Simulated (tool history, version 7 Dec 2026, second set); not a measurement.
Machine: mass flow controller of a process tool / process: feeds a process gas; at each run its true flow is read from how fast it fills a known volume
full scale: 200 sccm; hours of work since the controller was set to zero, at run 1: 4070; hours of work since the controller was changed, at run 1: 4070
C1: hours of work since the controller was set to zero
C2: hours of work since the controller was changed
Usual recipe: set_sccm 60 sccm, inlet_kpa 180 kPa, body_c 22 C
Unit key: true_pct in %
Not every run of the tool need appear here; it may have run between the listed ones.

{"run": 1, "day": 0.0, "set_sccm": 60, "inlet_kpa": 180, "body_c": 22, "C1": 4070, "C2": 4070, "true_pct": 101.31}
{"run": 2, "day": 5.604, "set_sccm": 60, "inlet_kpa": 180, "body_c": 22, "C1": 4160, "C2": 4160, "true_pct": 101.24}
{"run": 3, "day": 9.088, "set_sccm": 60, "inlet_kpa": 180, "body_c": 22, "C1": 4216, "C2": 4216, "true_pct": 101.41}
{"run": 4, "day": 13.775, "set_sccm": 60, "inlet_kpa": 180, "body_c": 22, "C1": 4292, "C2": 4292, "true_pct": 101.41}
{"run": 5, "day": 19.946, "set_sccm": 60, "inlet_kpa": 180, "body_c": 22, "C1": 4391, "C2": 4391, "true_pct": 101.64}
{"run": 6, "day": 25.071, "set_sccm": 60, "inlet_kpa": 180, "body_c": 22, "C1": 4474, "C2": 4474, "true_pct": 101.68}
{"run": 7, "day": 31.075, "set_sccm": 60, "inlet_kpa": 180, "body_c": 22, "C1": 4570, "C2": 4570, "true_pct": 101.63}
{"run": 8, "day": 34.121, "set_sccm": 60, "inlet_kpa": 180, "body_c": 22, "C1": 4619, "C2": 4619, "true_pct": 101.69}
{"run": 9, "day": 39.929, "set_sccm": 60, "inlet_kpa": 180, "body_c": 22, "C1": 4713, "C2": 4713, "true_pct": 101.78}
{"run": 10, "day": 42.658, "set_sccm": 60, "inlet_kpa": 180, "body_c": 22, "C1": 4757, "C2": 4757, "true_pct": 101.92}
{"run": 11, "day": 47.267, "set_sccm": 60, "inlet_kpa": 180, "body_c": 22, "C1": 4831, "C2": 4831, "true_pct": 101.79}
{"run": 12, "day": 50.062, "set_sccm": 43, "inlet_kpa": 180, "body_c": 22, "C1": 4876, "C2": 4876, "true_pct": 102.65}
{"run": 13, "day": 56.1, "set_sccm": 60, "inlet_kpa": 180, "body_c": 22, "C1": 4973, "C2": 4973, "true_pct": 102.05}
{"run": 14, "day": 59.704, "set_sccm": 60, "inlet_kpa": 180, "body_c": 22, "C1": 5031, "C2": 5031, "true_pct": 102.0}
{"run": 15, "day": 65.354, "set_sccm": 60, "inlet_kpa": 180, "body_c": 22, "C1": 5122, "C2": 5122, "true_pct": 102.27}
{"run": 16, "day": 68.188, "set_sccm": 60, "inlet_kpa": 180, "body_c": 22, "C1": 5168, "C2": 5168, "true_pct": 102.18}
{"run": 17, "day": 72.5, "set_sccm": 60, "inlet_kpa": 180, "body_c": 22, "C1": 5237, "C2": 5237, "true_pct": 102.23}
{"run": 18, "day": 75.904, "set_sccm": 74, "inlet_kpa": 180, "body_c": 22, "C1": 5292, "C2": 5292, "true_pct": 101.91}
{"run": 19, "day": 79.029, "set_sccm": 60, "inlet_kpa": 180, "body_c": 22, "C1": 5343, "C2": 5343, "true_pct": 102.32}
{"run": 20, "day": 83.333, "set_sccm": 60, "inlet_kpa": 180, "body_c": 22, "C1": 5412, "C2": 5412, "true_pct": 102.35}
{"run": 21, "day": 86.533, "set_sccm": 23, "inlet_kpa": 180, "body_c": 22, "C1": 5463, "C2": 5463, "true_pct": 106.45}
{"run": 22, "day": 92.154, "set_sccm": 23, "inlet_kpa": 243, "body_c": 36, "C1": 5554, "C2": 5554, "true_pct": 105.01}
{"run": 23, "day": 96.088, "set_sccm": 23, "inlet_kpa": 259, "body_c": 27, "C1": 5617, "C2": 5617, "true_pct": 106.11}
{"run": 24, "day": 100.654, "set_sccm": 23, "inlet_kpa": 259, "body_c": 27, "C1": 5691, "C2": 5691, "true_pct": 106.11}
{"run": 25, "day": 103.817, "set_sccm": 23, "inlet_kpa": 259, "body_c": 27, "C1": 5742, "C2": 5742, "true_pct": 106.14}
{"run": 26, "day": 106.871, "set_sccm": 106, "inlet_kpa": 236, "body_c": 29, "C1": 5791, "C2": 5791, "true_pct": 100.99}
{"run": 27, "day": 109.846, "set_sccm": 129, "inlet_kpa": 189, "body_c": 29, "C1": 5839, "C2": 5839, "true_pct": 101.32}
{"run": 28, "day": 116.15, "set_sccm": 32, "inlet_kpa": 275, "body_c": 23, "C1": 5940, "C2": 5940, "true_pct": 104.67}
{"run": 29, "day": 122.5, "set_sccm": 60, "inlet_kpa": 180, "body_c": 36, "C1": 6042, "C2": 6042, "true_pct": 101.38}
{"day": 122.954, "done": "controller's zero set anew"}
{"run": 30, "day": 125.846, "set_sccm": 112, "inlet_kpa": 263, "body_c": 22, "C1": 47, "C2": 6096, "true_pct": 102.45}

The next listed run, before its measurement:
{"run": 31, "day": 130.2, "set_sccm": 112, "inlet_kpa": 263, "body_c": 22, "C1": 117, "C2": 6166, "true_pct": "?"}

{"run 31": {"true_pct": 102.58}}
The same run, on a tool lacking any hidden state, would have yielded true_pct 98.69 %.
